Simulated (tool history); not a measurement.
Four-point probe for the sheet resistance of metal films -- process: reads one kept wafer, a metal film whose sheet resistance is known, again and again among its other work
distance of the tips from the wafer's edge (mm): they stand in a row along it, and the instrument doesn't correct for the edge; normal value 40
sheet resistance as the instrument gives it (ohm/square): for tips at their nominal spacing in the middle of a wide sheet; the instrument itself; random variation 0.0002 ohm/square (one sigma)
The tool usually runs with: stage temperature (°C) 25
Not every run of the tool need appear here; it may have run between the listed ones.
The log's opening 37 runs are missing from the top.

run,day,stage temperature (°C),distance of the tips from the wafer's edge (mm),sheet resistance as the instrument gives it (ohm/square)
38,37.308,21,29,1.014114
39,38.346,25,12,1.012903
40,39.450,25,12,1.013015
41,40.400,25,12,1.013070
# day 41.783: stage's thermometer calibrated
42,41.783,19,37,1.015352
43,42.504,19,37,1.015119
44,43.762,19,37,1.015156
45,44.933,19,37,1.015348

4 options for the next run, each taken on its own from the tool as it stands now. Forecast them:
A,45.858,19,28,?
B,45.858,25,18,?
C,45.858,28,7,?
D,45.858,20,4,?

run,sheet resistance as the instrument gives it (ohm/square)
A,1.015609
B,1.012335
C,1.014021
D,1.027997
Stripped of hidden state, with their random variation kept, the same runs would have yielded:
run,sheet resistance as the instrument gives it (ohm/square)
A,1.015412
B,1.012139
C,1.013824
D,1.027798
